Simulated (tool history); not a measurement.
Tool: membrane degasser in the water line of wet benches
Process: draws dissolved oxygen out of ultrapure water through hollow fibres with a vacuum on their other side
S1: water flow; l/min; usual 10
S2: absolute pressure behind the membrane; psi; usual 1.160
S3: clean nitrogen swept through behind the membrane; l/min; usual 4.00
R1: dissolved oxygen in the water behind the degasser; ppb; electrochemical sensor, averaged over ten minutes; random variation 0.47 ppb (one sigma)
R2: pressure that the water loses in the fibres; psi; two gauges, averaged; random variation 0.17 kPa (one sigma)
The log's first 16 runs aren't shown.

run 17 hour=1237.4 | S1=10 S2=2.261 S3=5.12 | R1=65.7 R2=4.313
run 18 hour=1285.6 | S1=10 S2=2.261 S3=5.12 | R1=64.5 R2=4.334
run 19 hour=1338.9 | S1=9 S2=0.779 S3=4.99 | R1=13.5 R2=3.920
run 20 hour=1407.1 | S1=9 S2=0.779 S3=1.61 | R1=32.9 R2=3.903
-- hour=1499.4 gauge calibrated
run 21 hour=1499.4 | S1=11 S2=2.618 S3=1.63 | R1=245.6 R2=4.648
run 22 hour=1560.8 | S1=11 S2=2.618 S3=1.63 | R1=245.9 R2=4.654
run 23 hour=1606.5 | S1=11 S2=2.618 S3=1.63 | R1=247.4 R2=4.669
run 24 hour=1678.5 | S1=11 S2=2.618 S3=1.63 | R1=244.2 R2=4.682
run 25 hour=1733.8 | S1=6 S2=2.103 S3=2.16 | R1=77.6 R2=2.532
run 26 hour=1819.8 | S1=6 S2=2.103 S3=2.16 | R1=78.0 R2=2.543
run 27 hour=1865.0 | S1=8 S2=1.081 S3=3.37 | R1=27.6 R2=3.365

The next listed run, before its measurement:
run 28 hour=1911.4 | S1=8 S2=1.081 S3=3.37 | R1=? R2=?

{"run 28": {"R1": 27.5, "R2": 3.379}}
Without the tool's hidden state the same run would have given R1 27.4 ppb, R2 3.349 psi.

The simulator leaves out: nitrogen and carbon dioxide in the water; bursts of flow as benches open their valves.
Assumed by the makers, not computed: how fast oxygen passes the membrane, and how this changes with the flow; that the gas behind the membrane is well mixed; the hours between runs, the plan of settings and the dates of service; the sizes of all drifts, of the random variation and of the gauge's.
